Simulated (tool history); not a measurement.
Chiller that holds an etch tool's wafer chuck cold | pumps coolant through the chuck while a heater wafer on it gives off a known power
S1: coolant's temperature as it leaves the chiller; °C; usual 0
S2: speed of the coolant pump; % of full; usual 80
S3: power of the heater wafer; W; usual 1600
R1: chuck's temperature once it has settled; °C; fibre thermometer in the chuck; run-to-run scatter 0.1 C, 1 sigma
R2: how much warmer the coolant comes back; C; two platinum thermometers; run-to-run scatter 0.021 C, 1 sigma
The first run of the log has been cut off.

Run 2, day 2.912: usual settings. Result: R1 19.9 °C, R2 5.27 C.
Run 3, day 7.842: usual settings. Result: R1 19.9 °C, R2 5.25 C.
Run 4, day 10.917: usual settings. Result: R1 19.9 °C, R2 5.23 C.
Run 5, day 13.025: usual settings. Result: R1 20.0 °C, R2 5.25 C.
Run 6, day 15.779: usual settings. Result: R1 20.1 °C, R2 5.25 C.
Run 7, day 18.462: usual settings. Result: R1 20.1 °C, R2 5.29 C.
Run 8, day 22.300: usual settings but S3 1012 W. Result: R1 12.7 °C, R2 3.31 C.
Run 9, day 25.029: usual settings but S3 1012 W. Result: R1 12.7 °C, R2 3.32 C.
Run 10, day 29.450: usual settings but S3 1012 W. Result: R1 13.0 °C, R2 3.33 C.
Run 11, day 33.733: usual settings but S3 1012 W. Result: R1 13.1 °C, R2 3.36 C.
Run 12, day 36.000: usual settings but S3 1012 W. Result: R1 13.1 °C, R2 3.33 C.
Run 13, day 39.579: usual settings but S3 1012 W. Result: R1 13.1 °C, R2 3.34 C.
Run 14, day 41.788: usual settings. Result: R1 20.9 °C, R2 5.29 C.
Run 15, day 44.654: usual settings but S3 1813 W. Result: R1 23.7 °C, R2 6.05 C.
Run 16, day 47.096: usual settings but S2 90 % of full, S3 1813 W. Result: R1 21.1 °C, R2 5.37 C.
Run 17, day 49.867: usual settings but S1 3 °C, S2 72 % of full, S3 1813 W. Result: R1 28.8 °C, R2 6.69 C.
Run 18, day 53.958: usual settings but S1 3 °C, S2 72 % of full, S3 938 W. Result: R1 16.7 °C, R2 3.46 C.
Run 19, day 57.225: usual settings but S1 -9 °C, S2 67 % of full, S3 1338 W. Result: R1 11.9 °C, R2 5.32 C.

Predict the results of run 20:
Run 20, day 60.712: usual settings but S1 5 °C, S2 90 % of full. Result: R1 ?, R2 ?.

R1: 23.9 °C
R2: 4.76 C
The same run, on a tool lacking any hidden state, would have yielded R1 22.1 °C, R2 4.62 C.
